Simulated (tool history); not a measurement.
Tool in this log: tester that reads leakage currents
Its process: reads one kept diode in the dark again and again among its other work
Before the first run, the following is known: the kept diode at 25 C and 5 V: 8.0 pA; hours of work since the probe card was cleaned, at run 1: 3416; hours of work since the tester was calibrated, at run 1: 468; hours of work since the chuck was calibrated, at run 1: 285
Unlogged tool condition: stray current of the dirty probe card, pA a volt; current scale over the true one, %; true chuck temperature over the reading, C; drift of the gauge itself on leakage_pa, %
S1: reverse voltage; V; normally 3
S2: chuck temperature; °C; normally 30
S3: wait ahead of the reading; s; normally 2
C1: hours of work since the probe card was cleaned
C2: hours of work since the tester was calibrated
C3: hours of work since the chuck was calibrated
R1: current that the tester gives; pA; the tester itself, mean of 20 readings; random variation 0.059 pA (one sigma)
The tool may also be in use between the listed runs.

Run 1, hour 0: usual settings; C1 3416; C2 468; C3 285. Result: R1 16.74 pA.
Run 2, hour 118.7: usual settings; C1 3498; C2 550; C3 367. Result: R1 16.74 pA.
Run 3, hour 256.8: usual settings; C1 3594; C2 646; C3 463. Result: R1 16.99 pA.
At hour 321.5: probe card cleaned and baked.
Run 4, hour 410: usual settings; C1 61; C2 750; C3 567. Result: R1 9.71 pA.
Run 5, hour 502.9: usual settings; C1 126; C2 815; C3 631. Result: R1 9.78 pA.
Run 6, hour 615.2: usual settings but S1 10.6 V; C1 204; C2 892; C3 709. Result: R1 16.84 pA.
Run 7, hour 743.9: usual settings but S1 10.6 V; C1 293; C2 982; C3 798. Result: R1 17.04 pA.
Run 8, hour 919.2: usual settings but S1 10.6 V; C1 414; C2 1103; C3 920. Result: R1 17.96 pA.
Run 9, hour 1047.2: usual settings but S1 10.6 V; C1 503; C2 1192; C3 1009. Result: R1 18.69 pA.
Run 10, hour 1236.3: usual settings but S1 10.6 V; C1 634; C2 1323; C3 1140. Result: R1 19.24 pA.
Run 11, hour 1366.7: usual settings but S2 42 °C; C1 724; C2 1413; C3 1230. Result: R1 24.05 pA.
At hour 1412.9: chuck's temperature calibrated.
Run 12, hour 1478.1: usual settings but S2 42 °C; C1 800; C2 1489; C3 45. Result: R1 26.95 pA.
Run 13, hour 1611.6: usual settings but S1 3.77 V, S2 45 °C, S3 2.91 s; C1 893; C2 1582; C3 138. Result: R1 36.07 pA.

Estimate the outcome of run 14 from the log above:
Run 14, hour 1764.1: usual settings but S1 10.96 V, S2 28 °C, S3 7.68 s; C1 998; C2 1687; C3 243. Result: R1 ?.

{"run 14": {"R1": 20.76}}
Without the tool's hidden state the same run would have given R1 13.79 pA.

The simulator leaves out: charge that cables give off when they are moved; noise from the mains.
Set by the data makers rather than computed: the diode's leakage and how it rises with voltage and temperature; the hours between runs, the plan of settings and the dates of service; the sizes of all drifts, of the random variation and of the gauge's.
